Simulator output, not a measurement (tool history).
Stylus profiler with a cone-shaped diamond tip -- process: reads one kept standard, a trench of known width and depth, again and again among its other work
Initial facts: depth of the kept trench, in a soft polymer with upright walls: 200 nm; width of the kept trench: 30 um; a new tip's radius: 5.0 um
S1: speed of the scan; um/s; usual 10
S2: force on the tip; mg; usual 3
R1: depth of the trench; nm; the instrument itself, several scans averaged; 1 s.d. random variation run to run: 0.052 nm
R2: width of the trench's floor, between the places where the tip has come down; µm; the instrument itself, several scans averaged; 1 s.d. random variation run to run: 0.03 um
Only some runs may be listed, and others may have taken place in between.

Run 1, day 0: usual settings. Result: R1 202.64 nm, R2 27.15 µm.
Run 2, day 0.908: usual settings. Result: R1 202.57 nm, R2 27.13 µm.
Run 3, day 1.817: usual settings. Result: R1 202.66 nm, R2 27.18 µm.
Run 4, day 3.071: usual settings. Result: R1 202.63 nm, R2 27.14 µm.
Run 5, day 4.654: usual settings. Result: R1 202.59 nm, R2 27.13 µm.
Run 6, day 5.942: usual settings but S1 30 um/s. Result: R1 202.48 nm, R2 27.04 µm.
Run 7, day 6.854: usual settings. Result: R1 202.56 nm, R2 27.12 µm.
Run 8, day 7.529: usual settings but S1 4 um/s. Result: R1 202.55 nm, R2 27.15 µm.
Run 9, day 8.379: usual settings but S1 4 um/s. Result: R1 202.46 nm, R2 27.08 µm.
Run 10, day 9.75: usual settings but S1 4 um/s. Result: R1 202.48 nm, R2 27.07 µm.
Run 11, day 10.596: usual settings but S1 4 um/s. Result: R1 202.57 nm, R2 27.05 µm.
Run 12, day 11.621: usual settings but S2 4.95 mg. Result: R1 203.56 nm, R2 27.07 µm.
Run 13, day 12.596: usual settings but S2 6.52 mg. Result: R1 204.21 nm, R2 27.04 µm.
Run 14, day 13.983: usual settings but S2 6.52 mg. Result: R1 204.19 nm, R2 27.07 µm.
Run 15, day 15.292: usual settings but S2 6.52 mg. Result: R1 204.2 nm, R2 27.06 µm.
Run 16, day 16.675: usual settings but S1 2 um/s. Result: R1 202.27 nm, R2 27.09 µm.
Run 17, day 17.892: usual settings but S1 23 um/s. Result: R1 202.39 nm, R2 27.03 µm.
Run 18, day 19.092: usual settings but S1 23 um/s. Result: R1 202.34 nm, R2 27.03 µm.
Run 19, day 20.242: usual settings but S1 23 um/s. Result: R1 202.2 nm, R2 26.95 µm.
Run 20, day 21.371: usual settings but S1 23 um/s. Result: R1 202.2 nm, R2 27 µm.
Run 21, day 22.783: usual settings but S1 23 um/s. Result: R1 202.23 nm, R2 26.96 µm.
Run 22, day 23.796: usual settings but S1 23 um/s. Result: R1 202.25 nm, R2 27.04 µm.
Run 23, day 25.246: usual settings but S2 2.95 mg. Result: R1 202.11 nm, R2 27.05 µm.
Run 24, day 25.95: usual settings but S2 2.95 mg. Result: R1 202.08 nm, R2 27.07 µm.
Run 25, day 27.183: usual settings but S2 2.95 mg. Result: R1 202.1 nm, R2 26.98 µm.
Run 26, day 28.721: usual settings but S2 2.95 mg. Result: R1 202.09 nm, R2 27.02 µm.
Run 27, day 29.379: usual settings but S1 3 um/s, S2 8 mg. Result: R1 204.63 nm, R2 27.02 µm.
Run 28, day 30.267: usual settings but S1 3 um/s, S2 8 mg. Result: R1 204.59 nm, R2 27.03 µm.
Run 29, day 31.746: usual settings but S1 3 um/s, S2 8 mg. Result: R1 204.53 nm, R2 27.06 µm.
Run 30, day 32.517: usual settings but S1 3 um/s. Result: R1 202.11 nm, R2 27.05 µm.
Run 31, day 33.362: usual settings but S1 3 um/s. Result: R1 202.07 nm, R2 27 µm.
Run 32, day 34.312: usual settings but S1 5 um/s, S2 3.53 mg. Result: R1 202.52 nm, R2 27.02 µm.
Run 33, day 35.421: usual settings but S1 3 um/s, S2 6.49 mg. Result: R1 203.84 nm, R2 27.02 µm.
Run 34, day 36.542: usual settings but S1 4 um/s, S2 2.55 mg. Result: R1 201.73 nm, R2 26.96 µm.
Run 35, day 37.979: usual settings but S1 4 um/s, S2 2.55 mg. Result: R1 201.7 nm, R2 26.98 µm.
Run 36, day 38.692: usual settings but S1 21 um/s, S2 2.58 mg. Result: R1 201.79 nm, R2 26.93 µm.
Run 37, day 40.021: usual settings but S1 26 um/s, S2 2.03 mg. Result: R1 201.34 nm, R2 26.88 µm.
Run 38, day 41.25: usual settings but S1 4 um/s. Result: R1 201.98 nm, R2 27.02 µm.
Run 39, day 42.067: usual settings but S1 4 um/s. Result: R1 201.89 nm, R2 26.96 µm.
Run 40, day 43.238: usual settings but S1 36 um/s. Result: R1 201.87 nm, R2 26.91 µm.
Run 41, day 44.362: usual settings but S1 4 um/s, S2 3.73 mg. Result: R1 202.3 nm, R2 26.97 µm.
Run 42, day 45.071: usual settings but S1 4 um/s, S2 3.73 mg. Result: R1 202.24 nm, R2 27.07 µm.
Run 43, day 46.071: usual settings but S1 4 um/s, S2 3.73 mg. Result: R1 202.25 nm, R2 26.93 µm.
Run 44, day 47.462: usual settings but S1 35 um/s, S2 2.33 mg. Result: R1 201.54 nm, R2 26.9 µm.
Run 45, day 48.546: usual settings but S1 3 um/s, S2 7.02 mg. Result: R1 203.86 nm, R2 26.95 µm.
Run 46, day 49.708: usual settings but S1 3 um/s, S2 7.02 mg. Result: R1 203.79 nm, R2 26.96 µm.
Run 47, day 50.562: usual settings but S1 13 um/s, S2 5.64 mg. Result: R1 203.17 nm, R2 26.95 µm.

4 ways to go on from here, each from the tool as it stands after run 47. What would each give?
Run A, day 52.142: usual settings but S1 13 um/s, S2 3.86 mg. Result: R1 ?, R2 ?.
Run B, day 52.142: usual settings but S1 8 um/s, S2 1.15 mg. Result: R1 ?, R2 ?.
Run C, day 52.142: usual settings but S1 12 um/s, S2 1 mg. Result: R1 ?, R2 ?.
Run D, day 52.142: usual settings but S1 21 um/s, S2 5.64 mg. Result: R1 ?, R2 ?.

run      R1     R2
  A  202.24  26.94
  B  200.48  26.99
  C  200.39   26.9
  D  203.18  26.88
What these runs would have given with no unlogged condition in the tool:
run      R1     R2
  A  203.12  27.16
  B  201.35  27.21
  C  201.26  27.12
  D  204.06  27.11

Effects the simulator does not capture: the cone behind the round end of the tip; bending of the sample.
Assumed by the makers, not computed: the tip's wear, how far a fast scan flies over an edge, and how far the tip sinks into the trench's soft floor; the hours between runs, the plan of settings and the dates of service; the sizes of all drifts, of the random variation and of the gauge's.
